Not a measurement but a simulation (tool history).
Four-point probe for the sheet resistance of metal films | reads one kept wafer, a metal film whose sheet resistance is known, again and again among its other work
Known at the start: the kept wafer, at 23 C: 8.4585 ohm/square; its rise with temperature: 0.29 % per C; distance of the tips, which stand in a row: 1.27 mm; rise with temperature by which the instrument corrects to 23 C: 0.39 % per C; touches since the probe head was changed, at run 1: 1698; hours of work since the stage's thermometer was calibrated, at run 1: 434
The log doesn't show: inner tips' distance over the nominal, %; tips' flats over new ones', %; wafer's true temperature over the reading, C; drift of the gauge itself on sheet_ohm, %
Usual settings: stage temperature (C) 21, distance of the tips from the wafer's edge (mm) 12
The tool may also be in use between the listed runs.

run,hour,stage temperature (C),distance of the tips from the wafer's edge (mm),touches since the probe head was changed,hours of work since the stage's thermometer was calibrated,sheet resistance as the instrument gives it (ohm/square)
1,0.0,21,12,1698,434,8.461235
2,68.8,30,12,6012,489,8.389890
3,142.9,31,12,10654,548,8.380357
4,259.6,21,12,17964,641,8.448612
5,352.8,34,12,23807,715,8.347744
6,416.8,34,12,27815,766,8.344960
7,494.8,21,12,32702,828,8.438344
8,559.9,21,12,36781,880,8.438737
9,637.2,21,12,41624,942,8.435490
10,733.6,21,12,47664,1018,8.429347
11,848.6,21,12,54872,1110,8.427666
12,923.9,21,12,59592,1170,8.421863
13,1003.5,28,12,64576,1233,8.369960
14,1071.6,28,12,68846,1287,8.363643
# hour 1153.5: stage's thermometer calibrated
15,1185.5,28,12,75950,25,8.367302
16,1270.1,34,12,81251,93,8.323006
17,1392.6,34,12,88930,190,8.321090
18,1484.0,34,12,94656,263,8.312769
19,1588.5,34,12,101205,346,8.311765
20,1703.3,34,12,108399,438,8.307810
21,1764.2,28,12,112215,486,8.343181
22,1842.5,28,12,117123,548,8.343312
23,1932.2,21,9,122738,620,8.433943
24,2034.1,28,9,129127,701,8.375896
25,2148.2,28,9,136276,792,8.370110
26,2249.1,30,22,142599,872,8.276936
27,2358.3,24,21,149439,959,8.318520
28,2411.0,30,27,152743,1001,8.264872
29,2465.8,30,27,156176,1044,8.260122
30,2532.7,30,27,160366,1098,8.261522
31,2592.9,24,6,164138,1146,8.489828
32,2654.2,24,6,167983,1194,8.488230
33,2748.5,21,21,173892,1270,8.324177
34,2829.4,21,21,178963,1334,8.323556
# hour 2850.8: stage's thermometer calibrated
35,2928.1,20,12,185113,62,8.374229
36,3010.2,33,9,190255,127,8.309044
37,3071.0,20,19,194066,175,8.338683
38,3187.4,28,45,201361,268,8.256381
39,3277.7,28,45,207018,340,8.252349
40,3394.9,23,21,214362,433,8.298297
41,3482.2,26,5,219835,503,8.534694
42,3537.7,24,8,223311,547,8.381043
43,3617.1,22,3,228290,610,9.003957
44,3717.3,22,20,234565,690,8.294892

Forecast each of these 4 alternatives for the next run:
A,3790.7,32,72,239168,748,?
B,3790.7,22,31,239168,748,?
C,3790.7,21,55,239168,748,?
D,3790.7,22,37,239168,748,?

run,sheet resistance as the instrument gives it (ohm/square)
A,8.200269
B,8.281114
C,8.281913
D,8.279111
Without the tool's hidden state the same runs would have given:
run,sheet resistance as the instrument gives it (ohm/square)
A,8.390386
B,8.473364
C,8.474218
D,8.471318

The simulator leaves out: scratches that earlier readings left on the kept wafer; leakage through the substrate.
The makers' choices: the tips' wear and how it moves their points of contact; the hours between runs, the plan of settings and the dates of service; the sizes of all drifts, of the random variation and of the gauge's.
